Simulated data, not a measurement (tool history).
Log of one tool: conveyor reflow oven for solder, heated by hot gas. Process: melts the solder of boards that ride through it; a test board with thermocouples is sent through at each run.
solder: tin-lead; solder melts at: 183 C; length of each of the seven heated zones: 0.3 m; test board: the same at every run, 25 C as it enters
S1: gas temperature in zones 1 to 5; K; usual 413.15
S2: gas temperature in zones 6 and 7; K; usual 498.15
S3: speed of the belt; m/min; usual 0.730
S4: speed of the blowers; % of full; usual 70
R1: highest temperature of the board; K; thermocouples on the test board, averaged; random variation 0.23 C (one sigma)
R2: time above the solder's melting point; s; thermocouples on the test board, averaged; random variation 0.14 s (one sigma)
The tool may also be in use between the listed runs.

| run | hour | S1 | S2 | S3 | S4 | R1 | R2 |
|---|---|---|---|---|---|---|---|
| 1 | 0.0 | 413.15 | 498.15 | 0.730 | 70 | 479.65 | 31.3 |
| 2 | 19.1 | 413.15 | 498.15 | 0.730 | 70 | 479.25 | 31.1 |
| 3 | 30.7 | 413.15 | 498.15 | 0.730 | 70 | 479.55 | 31.3 |
| 4 | 56.4 | 413.15 | 498.15 | 0.730 | 70 | 479.75 | 31.0 |
| 5 | 75.7 | 413.15 | 498.15 | 0.730 | 70 | 479.65 | 31.3 |
| 6 | 88.8 | 413.15 | 498.15 | 0.730 | 70 | 479.55 | 31.0 |
| 7 | 102.1 | 413.15 | 498.15 | 0.730 | 63 | 477.45 | 29.3 |
| 8 | 131.4 | 413.15 | 498.15 | 0.730 | 63 | 476.65 | 28.8 |
| 9 | 142.5 | 413.15 | 498.15 | 0.730 | 63 | 476.95 | 28.7 |
| 10 | 163.3 | 413.15 | 498.15 | 0.730 | 63 | 476.65 | 28.8 |
| 11 | 177.7 | 413.15 | 498.15 | 0.730 | 74 | 480.15 | 31.6 |
| 12 | 196.5 | 413.15 | 498.15 | 0.730 | 74 | 480.05 | 31.5 |
| 13 | 218.7 | 413.15 | 504.15 | 0.730 | 74 | 486.35 | 36.0 |
| 14 | 234.3 | 413.15 | 504.15 | 0.730 | 74 | 486.35 | 35.9 |
| 15 | 254.1 | 413.15 | 498.15 | 0.730 | 70 | 480.45 | 32.0 |
| 16 | 266.5 | 413.15 | 498.15 | 0.730 | 70 | 480.15 | 31.8 |
| 17 | 291.5 | 413.15 | 498.15 | 0.730 | 70 | 480.25 | 31.9 |
| 18 | 316.7 | 412.15 | 498.15 | 0.730 | 78 | 481.85 | 33.2 |
| 19 | 332.8 | 428.15 | 495.15 | 0.735 | 78 | 481.95 | 37.8 |
| 20 | 358.8 | 428.15 | 495.15 | 0.735 | 78 | 481.85 | 37.2 |
| 21 | 379.2 | 413.15 | 491.15 | 0.730 | 70 | 473.85 | 26.9 |
| 22 | 403.8 | 411.15 | 510.15 | 0.640 | 70 | 493.55 | 44.8 |
| 23 | 418.6 | 411.15 | 510.15 | 0.795 | 90 | 492.05 | 35.1 |
| 24 | 433.3 | 405.15 | 509.15 | 0.605 | 74 | 494.15 | 46.7 |
| 25 | 449.8 | 405.15 | 509.15 | 0.646 | 74 | 492.75 | 42.7 |
| 26 | 470.3 | 405.15 | 509.15 | 0.594 | 59 | 490.95 | 45.1 |
| 27 | 496.3 | 405.15 | 507.15 | 0.597 | 59 | 488.65 | 43.2 |
| 28 | 514.6 | 405.15 | 507.15 | 0.597 | 59 | 489.15 | 44.0 |
| 29 | 528.5 | 405.15 | 497.15 | 0.605 | 59 | 479.95 | 36.6 |
| 30 | 549.9 | 405.15 | 497.15 | 0.605 | 59 | 479.95 | 36.8 |

Taken out of this log: 3 entries between the listed runs. Where each belongs, and how the hidden state differs across it:
Between runs 7 and 8: flux residue cleaned out of gas plates and filters (hour 115.9)
  heat that the gas passes to the board, % of a clean oven's: 95.9 -> 94.6; belt's true speed, % of the reading: 98.69 -> 98.66; true gas temperature in zones 6 and 7 over the reading, C: -1.66 -> -1.69
  measured less the result without the state, R1: -1.80 -> -2.20 K; R2: -1.1 -> -1.4 s
Between runs 12 and 13: flux residue cleaned out of gas plates and filters, once more (hour 218.7)
  heat that the gas passes to the board, % of a clean oven's: 93.8 -> 99.7; belt's true speed, % of the reading: 98.55 -> 98.53; true gas temperature in zones 6 and 7 over the reading, C: -1.77 -> -1.79
  measured less the result without the state, R1: -2.50 -> -1.10 K; R2: -1.5 -> +0.0 s
Between runs 27 and 28: flux residue cleaned out of gas plates and filters (hour 514.4)
  heat that the gas passes to the board, % of a clean oven's: 96.7 -> 99.5; belt's true speed, % of the reading: 98.1 -> 98.08; true gas temperature in zones 6 and 7 over the reading, C: -2.13 -> -2.14
  measured less the result without the state, R1: -2.00 -> -1.40 K; R2: -0.3 -> +0.1 s
